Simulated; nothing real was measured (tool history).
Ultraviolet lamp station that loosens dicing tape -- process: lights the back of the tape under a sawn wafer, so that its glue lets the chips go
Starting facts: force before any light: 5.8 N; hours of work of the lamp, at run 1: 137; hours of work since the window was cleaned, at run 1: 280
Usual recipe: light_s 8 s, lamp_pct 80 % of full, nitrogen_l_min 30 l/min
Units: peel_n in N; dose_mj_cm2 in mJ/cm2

run	day	light_s	lamp_pct	nitrogen_l_min	hours of work of the lamp	hours of work since the window was cleaned	peel_n	dose_mj_cm2
1	0.000	8	80	30	137	280	0.592	411
2	0.283	8	80	30	140	283	0.593	408
3	0.796	8	80	30	145	289	0.574	415
4	1.450	8	73	30	152	295	0.733	378
5	2.067	8	73	30	159	302	0.732	368
6	2.433	8	73	30	162	306	0.712	371
7	2.929	8	73	30	167	311	0.727	369
8	3.433	8	80	30	173	316	0.562	402
9	4.017	8	80	30	179	322	0.584	402
10	4.521	8	80	30	184	327	0.611	403
11	5.150	8	80	30	191	334	0.602	401
12	5.788	8	80	30	197	341	0.620	399
13	6.125	8	80	30	201	344	0.619	395
14	6.621	8	80	30	206	349	0.606	400
# day 6.671: window cleaned of glue's vapour
15	7.104	13	80	30	211	4	0.232	625
16	7.717	13	80	49	217	11	0.165	626
17	8.004	13	80	49	220	14	0.172	619
18	8.346	8	80	30	224	17	0.660	382
19	8.700	8	80	30	227	21	0.659	385

For run 20, what comes out?
20	9.333	8	90	58	234	28	?	?

{"run 20": {"peel_n": 0.364, "dose_mj_cm2": 428}}
Without the tool's hidden state the same run would have given peel_n 0.257 N, dose_mj_cm2 498 mJ/cm2.
